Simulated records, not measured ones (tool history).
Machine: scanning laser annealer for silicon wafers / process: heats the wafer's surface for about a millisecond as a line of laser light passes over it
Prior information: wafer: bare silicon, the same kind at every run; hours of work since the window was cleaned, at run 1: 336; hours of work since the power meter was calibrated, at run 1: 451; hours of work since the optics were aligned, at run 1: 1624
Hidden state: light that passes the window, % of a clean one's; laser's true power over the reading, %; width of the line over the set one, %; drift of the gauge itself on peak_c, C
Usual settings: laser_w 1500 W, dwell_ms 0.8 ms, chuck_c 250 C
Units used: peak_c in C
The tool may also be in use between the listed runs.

run,hour,laser_w,dwell_ms,chuck_c,hours of work since the window was cleaned,hours of work since the power meter was calibrated,hours of work since the optics were aligned,peak_c
1,0,1500,0.8,250,336,451,1624,975
# hour 21.3: optics aligned, line set to its width
2,26.1,1500,0.8,250,347,462,3,977
3,45.3,1500,0.8,250,358,473,13,979
4,67.9,1500,0.8,250,371,486,26,977
# hour 79.7: window over the wafer cleaned
5,110.2,1500,0.8,250,17,508,48,973
6,147.5,1500,0.8,250,37,528,69,977
7,182.6,1500,0.8,250,57,548,88,978
8,209.5,1500,0.8,250,72,563,103,980
9,231.1,1500,0.837,250,84,575,115,995
10,258.8,1500,0.8,250,99,590,130,979
11,299,1503,0.8,250,121,612,152,979
12,320.7,1500,0.8,250,133,624,164,976
13,347.7,1500,0.8,250,148,639,179,979
14,370.6,1500,0.722,250,161,652,192,945
15,407.3,1500,0.8,221,181,672,212,948
16,440.1,1500,0.8,221,199,690,230,948
17,465.8,1500,0.8,250,213,704,245,975
18,489.9,1500,0.8,250,227,718,258,977
19,514.1,1311,0.894,287,240,731,271,932
20,540.2,1553,0.778,265,255,746,286,1013
21,578.1,1307,0.618,265,276,767,307,801
22,619.6,1307,0.618,267,298,789,330,801
23,654.1,1527,0.8,250,318,809,349,994
24,687.4,1500,0.605,285,336,827,367,917
25,714.9,1625,0.605,226,351,842,382,929
26,749.5,1500,0.985,250,370,861,401,1050
# hour 760.7: window over the wafer cleaned
27,783.2,1500,0.985,250,12,879,419,1050
28,801.7,1484,0.591,225,23,889,429,841

Run 29, settings as shown, results not yet in. Your forecast:
29,843.9,1500,0.8,257,46,912,453,?

{"run 29": {"peak_c": 982}}
If the tool had no hidden condition, the same run with the same run-to-run variation would have returned peak_c 983 C.
